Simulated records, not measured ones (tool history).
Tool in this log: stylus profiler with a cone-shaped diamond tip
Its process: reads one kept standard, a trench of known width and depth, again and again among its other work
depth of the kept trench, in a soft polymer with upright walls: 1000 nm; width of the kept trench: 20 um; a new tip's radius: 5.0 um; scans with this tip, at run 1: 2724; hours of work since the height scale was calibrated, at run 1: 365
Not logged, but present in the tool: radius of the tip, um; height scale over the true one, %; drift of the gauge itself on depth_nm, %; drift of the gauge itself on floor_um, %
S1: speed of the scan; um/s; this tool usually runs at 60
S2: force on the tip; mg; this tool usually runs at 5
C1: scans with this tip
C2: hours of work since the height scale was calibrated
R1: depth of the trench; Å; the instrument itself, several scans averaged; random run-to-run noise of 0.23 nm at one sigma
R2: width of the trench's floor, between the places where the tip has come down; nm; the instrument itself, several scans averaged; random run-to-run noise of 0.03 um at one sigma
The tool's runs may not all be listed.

run	hour	S1	S2	C1	C2	R1	R2
1	0	60	5	2724	365	10141	12650
2	29.5	60	5	2813	377	10139.4	12580
3	43.7	60	5	2855	383	10138.1	12600
4	69.6	60	4.06	2933	393	10128.1	12550
5	102.5	60	4.06	3032	407	10125.5	12500
6	124.1	60	4.06	3096	415	10127.1	12470
7	153.4	60	9.03	3184	427	10199.4	12540
8	186.1	60	5	3282	440	10140.3	12460
9	208.4	60	1.72	3349	449	10081.2	12320
10	241.6	60	5	3449	463	10146.7	12410
11	256.3	60	5	3493	468	10141.2	12350
12	277.9	60	5	3557	477	10149	12380
13	308.1	60	5	3648	489	10145.4	12360
14	329.1	60	5	3711	498	10143.6	12340
15	363.6	60	5	3814	512	10143.8	12300
16	393.2	41	5	3903	524	10146.4	12350
17	410.4	41	5	3955	530	10147.5	12380
18	439.1	121	5	4040	542	10147.1	11980
19	463.7	121	5	4114	552	10146.5	11980
20	496.6	60	5	4213	565	10147.1	12120
21	524.8	60	5	4298	576	10149.3	12120
22	555.3	60	5	4389	589	10151.9	12050
# hour 558.1: height scale calibrated on a step standard
23	590.2	17	5	4492	13	10154.6	12210
24	604.8	124	5	4536	19	10157.5	11830
# hour 626.9: height scale calibrated on a step standard, once more
25	631.9	103	11.47	4616	2	10211.3	12030
26	662.5	103	6.38	4707	14	10141	11940
27	679.8	103	6.38	4759	21	10141	11940
28	709.5	68	5	4848	33	10115.2	11910
29	730.6	37	2.2	4911	42	10069.7	11940
30	754.4	37	2.2	4983	51	10071	11910
31	778.1	157	3.38	5054	61	10093.9	11420
32	805.5	157	3.38	5136	72	10092.8	11450
33	825.7	33	3.38	5197	80	10096	11920
34	845.7	95	2.37	5257	88	10077.6	11530
35	878.3	95	2.37	5354	101	10077.9	11530
36	912.2	40	2.04	5456	115	10067.2	11760
37	935.1	19	1.78	5525	124	10063.5	11890
38	962.9	19	1.78	5608	135	10066.6	11790
39	978.3	22	1.78	5654	141	10062.5	11820
40	1010	25	2.02	5749	154	10068.8	11770
41	1024.8	25	2.02	5794	160	10071	11750
42	1051	25	5.49	5872	171	10135.4	11830
43	1068	25	5.49	5923	177	10133.9	11780
44	1085	17	1.83	5974	184	10063.6	11770

Run 45 is up next; what results do you expect?
45	1104	182	7.38	6031	192	?	?

Run 45 produced R1 10163 Å, R2 11240 nm.
Minus the tool's unlogged condition, the same run would have read R1 10156.1 Å, R2 13400 nm.
